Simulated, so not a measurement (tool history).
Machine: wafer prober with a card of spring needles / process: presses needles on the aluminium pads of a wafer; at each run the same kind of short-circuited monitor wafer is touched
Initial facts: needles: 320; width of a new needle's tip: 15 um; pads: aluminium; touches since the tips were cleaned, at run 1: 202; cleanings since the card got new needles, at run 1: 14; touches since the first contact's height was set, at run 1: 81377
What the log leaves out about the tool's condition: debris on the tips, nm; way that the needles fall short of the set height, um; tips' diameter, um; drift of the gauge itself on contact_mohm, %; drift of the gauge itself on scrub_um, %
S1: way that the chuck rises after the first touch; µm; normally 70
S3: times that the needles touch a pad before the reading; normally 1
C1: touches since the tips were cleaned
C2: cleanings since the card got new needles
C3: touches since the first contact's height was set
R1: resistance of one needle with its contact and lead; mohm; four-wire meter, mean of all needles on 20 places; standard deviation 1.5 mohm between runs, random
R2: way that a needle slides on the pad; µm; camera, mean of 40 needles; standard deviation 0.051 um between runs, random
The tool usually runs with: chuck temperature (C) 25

{"run": 1, "hour": 0.0, "S1": 70, "chuck temperature (C)": 25, "S3": 1, "C1": 202, "C2": 14, "C3": 81377, "R1": 142, "R2": 9.24}
{"run": 2, "hour": 7.3, "S1": 70, "chuck temperature (C)": 25, "S3": 1, "C1": 2920, "C2": 14, "C3": 84095, "R1": 189, "R2": 9.1}
{"hour": 14.1, "done": "tips cleaned on abrasive film"}
{"run": 3, "hour": 17.5, "S1": 70, "chuck temperature (C)": 25, "S3": 1, "C1": 1277, "C2": 15, "C3": 87886, "R1": 170, "R2": 9.13}
{"run": 4, "hour": 27.8, "S1": 70, "chuck temperature (C)": 27, "S3": 1, "C1": 5123, "C2": 15, "C3": 91732, "R1": 208, "R2": 9.08}
{"hour": 28.6, "done": "tips cleaned on abrasive film"}
{"run": 5, "hour": 39.2, "S1": 64, "chuck temperature (C)": 25, "S3": 1, "C1": 3973, "C2": 16, "C3": 95961, "R1": 210, "R2": 8.33}
{"hour": 43.4, "done": "tips cleaned on abrasive film"}
{"run": 6, "hour": 49.0, "S1": 70, "chuck temperature (C)": 86, "S3": 1, "C1": 2095, "C2": 17, "C3": 99574, "R1": 184, "R2": 9.18}
{"hour": 58.2, "done": "tips cleaned on abrasive film"}
{"run": 7, "hour": 58.5, "S1": 70, "chuck temperature (C)": 86, "S3": 1, "C1": 131, "C2": 18, "C3": 103088, "R1": 150, "R2": 9.21}
{"run": 8, "hour": 65.7, "S1": 70, "chuck temperature (C)": 25, "S3": 2, "C1": 2821, "C2": 18, "C3": 105778, "R1": 169, "R2": 9.17}
{"hour": 73.5, "done": "tips cleaned on abrasive film"}
{"run": 9, "hour": 73.7, "S1": 70, "chuck temperature (C)": 25, "S3": 2, "C1": 76, "C2": 19, "C3": 108717, "R1": 142, "R2": 9.16}
{"run": 10, "hour": 82.0, "S1": 70, "chuck temperature (C)": 25, "S3": 1, "C1": 3168, "C2": 19, "C3": 111809, "R1": 195, "R2": 9.17}
{"hour": 87.8, "done": "tips cleaned on abrasive film"}
{"run": 11, "hour": 92.4, "S1": 51, "chuck temperature (C)": 25, "S3": 1, "C1": 1705, "C2": 20, "C3": 115660, "R1": 215, "R2": 6.61}
{"hour": 102.3, "done": "tips cleaned on abrasive film"}
{"run": 12, "hour": 102.7, "S1": 70, "chuck temperature (C)": 25, "S3": 2, "C1": 136, "C2": 21, "C3": 119483, "R1": 138, "R2": 9.14}
{"run": 13, "hour": 110.0, "S1": 70, "chuck temperature (C)": 25, "S3": 1, "C1": 2878, "C2": 21, "C3": 122225, "R1": 193, "R2": 9}
{"hour": 117.7, "done": "tips cleaned on abrasive film"}
{"run": 14, "hour": 121.9, "S1": 70, "chuck temperature (C)": 25, "S3": 1, "C1": 1569, "C2": 22, "C3": 126606, "R1": 173, "R2": 9.13}
{"hour": 132.5, "done": "tips cleaned on abrasive film"}
{"run": 15, "hour": 134.3, "S1": 70, "chuck temperature (C)": 25, "S3": 1, "C1": 652, "C2": 23, "C3": 131204, "R1": 161, "R2": 9.03}
{"hour": 147.0, "done": "tips cleaned on abrasive film"}
{"run": 16, "hour": 147.6, "S1": 70, "chuck temperature (C)": 25, "S3": 1, "C1": 213, "C2": 24, "C3": 136138, "R1": 146, "R2": 8.96}
{"run": 17, "hour": 153.6, "S1": 70, "chuck temperature (C)": 25, "S3": 1, "C1": 2465, "C2": 24, "C3": 138390, "R1": 190, "R2": 9}
{"hour": 161.9, "done": "tips cleaned on abrasive film"}
{"run": 18, "hour": 163.4, "S1": 70, "chuck temperature (C)": 25, "S3": 1, "C1": 593, "C2": 25, "C3": 142022, "R1": 155, "R2": 9.07}
{"run": 19, "hour": 173.0, "S1": 70, "chuck temperature (C)": 25, "S3": 2, "C1": 4145, "C2": 25, "C3": 145574, "R1": 177, "R2": 9.03}
{"hour": 176.2, "done": "tips cleaned on abrasive film"}
{"run": 20, "hour": 184.3, "S1": 50, "chuck temperature (C)": 33, "S3": 2, "C1": 3011, "C2": 26, "C3": 149776, "R1": 205, "R2": 6.29}
{"hour": 191.1, "done": "tips cleaned on abrasive film"}
{"run": 21, "hour": 196.8, "S1": 50, "chuck temperature (C)": 33, "S3": 2, "C1": 2143, "C2": 27, "C3": 154412, "R1": 196, "R2": 6.3}
{"hour": 206.0, "done": "tips cleaned on abrasive film"}
{"run": 22, "hour": 208.1, "S1": 50, "chuck temperature (C)": 107, "S3": 2, "C1": 793, "C2": 28, "C3": 158588, "R1": 182, "R2": 6.26}
{"hour": 220.7, "done": "tips cleaned on abrasive film"}
{"run": 23, "hour": 221.2, "S1": 63, "chuck temperature (C)": 76, "S3": 1, "C1": 204, "C2": 29, "C3": 163447, "R1": 159, "R2": 8.02}
{"run": 24, "hour": 233.2, "S1": 61, "chuck temperature (C)": 94, "S3": 2, "C1": 4690, "C2": 29, "C3": 167933, "R1": 203, "R2": 7.78}
{"hour": 235.4, "done": "tips cleaned on abrasive film"}
{"run": 25, "hour": 244.2, "S1": 61, "chuck temperature (C)": 94, "S3": 2, "C1": 3285, "C2": 30, "C3": 172014, "R1": 196, "R2": 7.74}
{"hour": 250.8, "done": "tips cleaned on abrasive film"}
{"run": 26, "hour": 252.5, "S1": 61, "chuck temperature (C)": 66, "S3": 2, "C1": 626, "C2": 31, "C3": 175050, "R1": 157, "R2": 7.78}
{"run": 27, "hour": 259.5, "S1": 61, "chuck temperature (C)": 66, "S3": 2, "C1": 3252, "C2": 31, "C3": 177676, "R1": 190, "R2": 7.75}
{"hour": 265.7, "done": "tips cleaned on abrasive film"}
{"run": 28, "hour": 268.3, "S1": 61, "chuck temperature (C)": 95, "S3": 2, "C1": 986, "C2": 32, "C3": 180932, "R1": 168, "R2": 7.71}
{"hour": 280.5, "done": "tips cleaned on abrasive film"}
{"run": 29, "hour": 281.3, "S1": 71, "chuck temperature (C)": 95, "S3": 2, "C1": 311, "C2": 33, "C3": 185759, "R1": 154, "R2": 9.01}
{"run": 30, "hour": 290.3, "S1": 70, "chuck temperature (C)": 66, "S3": 1, "C1": 3657, "C2": 33, "C3": 189105, "R1": 211, "R2": 8.91}
{"hour": 295.9, "done": "tips cleaned on abrasive film"}
{"run": 31, "hour": 297.5, "S1": 76, "chuck temperature (C)": 66, "S3": 1, "C1": 600, "C2": 34, "C3": 191777, "R1": 158, "R2": 9.78}
{"run": 32, "hour": 307.8, "S1": 76, "chuck temperature (C)": 117, "S3": 1, "C1": 4418, "C2": 34, "C3": 195595, "R1": 207, "R2": 9.63}
{"hour": 310.8, "done": "tips cleaned on abrasive film"}
{"run": 33, "hour": 319.6, "S1": 80, "chuck temperature (C)": 25, "S3": 2, "C1": 3311, "C2": 35, "C3": 199988, "R1": 164, "R2": 10.24}
{"hour": 325.8, "done": "tips cleaned on abrasive film"}
{"run": 34, "hour": 331.1, "S1": 67, "chuck temperature (C)": 25, "S3": 3, "C1": 1974, "C2": 36, "C3": 204247, "R1": 155, "R2": 8.47}

Alternative continuations, all from the tool just after run 34; predict every row:
{"run": "A", "hour": 337.5, "S1": 63, "chuck temperature (C)": 25, "S3": 3, "C1": 4362, "C2": 36, "C3": 206635, "R1": "?", "R2": "?"}
{"run": "B", "hour": 337.5, "S1": 67, "chuck temperature (C)": 64, "S3": 3, "C1": 4362, "C2": 36, "C3": 206635, "R1": "?", "R2": "?"}
{"run": "C", "hour": 337.5, "S1": 70, "chuck temperature (C)": 50, "S3": 1, "C1": 4362, "C2": 36, "C3": 206635, "R1": "?", "R2": "?"}

run=A R1=168 R2=7.99
run=B R1=169 R2=8.51
run=C R1=211 R2=8.91
Without the tool's unlogged condition, the same runs would have read:
run=A R1=133 R2=8.47
run=B R1=139 R2=8.99
run=C R1=136 R2=9.4
